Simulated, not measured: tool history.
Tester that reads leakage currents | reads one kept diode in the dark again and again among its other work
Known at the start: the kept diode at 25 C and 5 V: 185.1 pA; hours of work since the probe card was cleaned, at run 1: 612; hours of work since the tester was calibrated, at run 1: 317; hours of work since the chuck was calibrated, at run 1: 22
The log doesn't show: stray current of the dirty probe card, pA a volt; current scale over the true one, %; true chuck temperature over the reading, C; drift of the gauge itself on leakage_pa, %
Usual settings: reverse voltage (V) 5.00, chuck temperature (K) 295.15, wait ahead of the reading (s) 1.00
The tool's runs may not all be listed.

run    hour  reverse voltage (V)  chuck temperature (K)  wait ahead of the reading (s)  hours of work since the probe card was cleaned  hours of work since the tester was calibrated  hours of work since the chuck was calibrated  current that the tester gives (pA)
  1     0.0                 5.00                 295.15                           1.00                                             612                                            317                                            22                              142.40
  2   143.8                 5.00                 295.15                           1.00                                             672                                            378                                            83                              142.38
  3   248.0                 5.00                 295.15                           1.00                                             716                                            422                                           127                              140.96
  4   406.2                 5.00                 295.15                           1.00                                             783                                            489                                           194                              141.08
  5   535.9                12.08                 295.15                           1.00                                             838                                            544                                           249                              224.50
  6   648.2                12.08                 295.15                           1.00                                             885                                            591                                           296                              223.80
  7   803.1                12.08                 295.15                           1.00                                             951                                            656                                           361                              223.49
  8   890.1                 5.00                 295.15                           2.62                                             988                                            693                                           398                              137.34
  9  1024.1                 5.00                 295.15                           7.06                                            1044                                            750                                           455                              136.49
     1034.7  -- tester calibrated
 10  1116.5                 5.00                 295.15                           7.06                                            1082                                             35                                           493                              136.29
 11  1213.9                 5.00                 295.15                           7.06                                            1123                                             76                                           534                              136.09
 12  1322.5                 5.00                 304.15                           7.06                                            1169                                            121                                           580                              294.76
 13  1493.5                 5.00                 295.15                           3.26                                            1241                                            194                                           652                              134.28
 14  1615.7                 5.00                 295.15                           3.26                                            1293                                            245                                           704                              134.16
 15  1783.9                 5.00                 295.15                           3.26                                            1364                                            316                                           775                              133.45
     1856.7  -- tester calibrated, once more
 16  1893.4                 5.00                 295.15                           3.26                                            1409                                             15                                           820                              131.42
 17  2028.7                 5.00                 295.15                           3.26                                            1466                                             73                                           877                              131.26
 18  2158.6                 1.08                 324.15                           3.28                                            1521                                            127                                           932                              662.25
     2239.5  -- chuck's temperature calibrated
 19  2325.3                15.92                 295.15                           0.90                                            1591                                            197                                            36                              279.71
 20  2468.4                15.92                 295.15                           0.90                                            1651                                            257                                            97                              276.65
 21  2639.1                15.92                 295.15                           0.90                                            1723                                            329                                           169                              275.36
 22  2783.6                 5.26                 308.15                           1.00                                            1784                                            390                                           230                              451.82
 23  2957.4                 5.40                 320.15                           4.34                                            1857                                            464                                           303                             1187.98
 24  3081.5                 5.40                 294.15                           4.34                                            1910                                            516                                           355                              136.91
 25  3157.9                 5.00                 302.15                           1.82                                            1942                                            548                                           388                              261.99
 26  3329.3                 1.39                 301.15                           0.86                                            2014                                            621                                           460                              123.06
 27  3427.7                 5.00                 295.15                           6.08                                            2056                                            662                                           502                              142.09
 28  3503.5                 5.00                 325.15                           1.85                                            2088                                            694                                           534                             1649.04
 29  3639.0                15.44                 312.15                           2.82                                            2145                                            751                                           591                             1056.21

Forecast each of these 3 alternatives for the next run:
     3664.1  -- probe card cleaned and baked
  A  3813.2                 6.00                 296.15                           1.46                                              63                                            824                                           663                                   ?
     3664.1  -- probe card cleaned and baked
  B  3813.2                 5.00                 295.15                           2.38                                              63                                            824                                           663                                   ?
     3664.1  -- probe card cleaned and baked
  C  3813.2                13.54                 320.15                           0.36                                              63                                            824                                           663                                   ?

run  current that the tester gives (pA)
  A                              158.83
  B                              132.56
  C                             1832.73
Without the tool's hidden state the same runs would have given:
run  current that the tester gives (pA)
  A                              170.24
  B                              142.19
  C                             1946.54
